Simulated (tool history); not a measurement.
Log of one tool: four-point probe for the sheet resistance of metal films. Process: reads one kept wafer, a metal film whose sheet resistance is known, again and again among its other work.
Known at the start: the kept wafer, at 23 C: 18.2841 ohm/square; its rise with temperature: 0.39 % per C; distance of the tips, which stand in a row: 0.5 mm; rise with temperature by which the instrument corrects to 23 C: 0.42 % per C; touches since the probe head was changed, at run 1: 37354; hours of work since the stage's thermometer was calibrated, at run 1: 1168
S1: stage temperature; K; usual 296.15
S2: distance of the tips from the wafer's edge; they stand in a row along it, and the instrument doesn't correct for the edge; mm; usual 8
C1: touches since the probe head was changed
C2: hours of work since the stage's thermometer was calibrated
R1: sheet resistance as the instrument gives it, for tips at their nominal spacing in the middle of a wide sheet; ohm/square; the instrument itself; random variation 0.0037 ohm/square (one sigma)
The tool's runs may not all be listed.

run,hour,S1,S2,C1,C2,R1
1,0,296.15,8,37354,1168,18.315567
2,124.4,296.15,8,42580,1265,18.331001
3,192,293.15,8,45416,1318,18.344131
4,283.8,293.15,8,49272,1389,18.344533
5,424,293.15,8,55159,1499,18.341233
6,506.1,293.15,8,58609,1563,18.34105
7,583.8,293.15,8,61873,1624,18.340388
8,691.2,293.15,8,66383,1708,18.343881
9,780.1,293.15,8,70117,1778,18.345291
10,860.7,293.15,8,73502,1841,18.340008
11,968.5,293.15,8,78028,1925,18.332049
12,1104.4,296.15,22,83736,2031,18.289379
13,1174.2,303.15,8,86667,2086,18.291101
14,1262.9,293.15,4,90395,2155,18.453422
15,1345.3,292.15,4,93856,2220,18.4544
# hour 1368.5: stage's thermometer calibrated
16,1458.2,296.15,8,98576,70,18.330033
17,1533.8,308.15,52,101750,129,18.235973
18,1632.7,308.15,52,105905,207,18.229971
19,1771.1,296.15,5,111718,315,18.39026
20,1846.3,292.15,33,114873,374,18.316597
21,1982.8,292.15,33,120607,480,18.312718
22,2071,294.15,17,124311,549,18.300115
23,2158.7,305.15,9,127996,618,18.278444
24,2239.1,306.15,69,131372,681,18.243196
25,2352,308.15,62,136113,769,18.233275
26,2468.8,308.15,62,141019,860,18.228805

Forecast each of these 3 alternatives for the next run:
A,2582.1,292.15,62,145774,949,?
B,2582.1,291.15,9,145774,949,?
C,2582.1,304.15,62,145774,949,?

run,R1
A,18.304313
B,18.344275
C,18.251276
Without the tool's hidden state the same runs would have given:
run,R1
A,18.299849
B,18.339802
C,18.246814

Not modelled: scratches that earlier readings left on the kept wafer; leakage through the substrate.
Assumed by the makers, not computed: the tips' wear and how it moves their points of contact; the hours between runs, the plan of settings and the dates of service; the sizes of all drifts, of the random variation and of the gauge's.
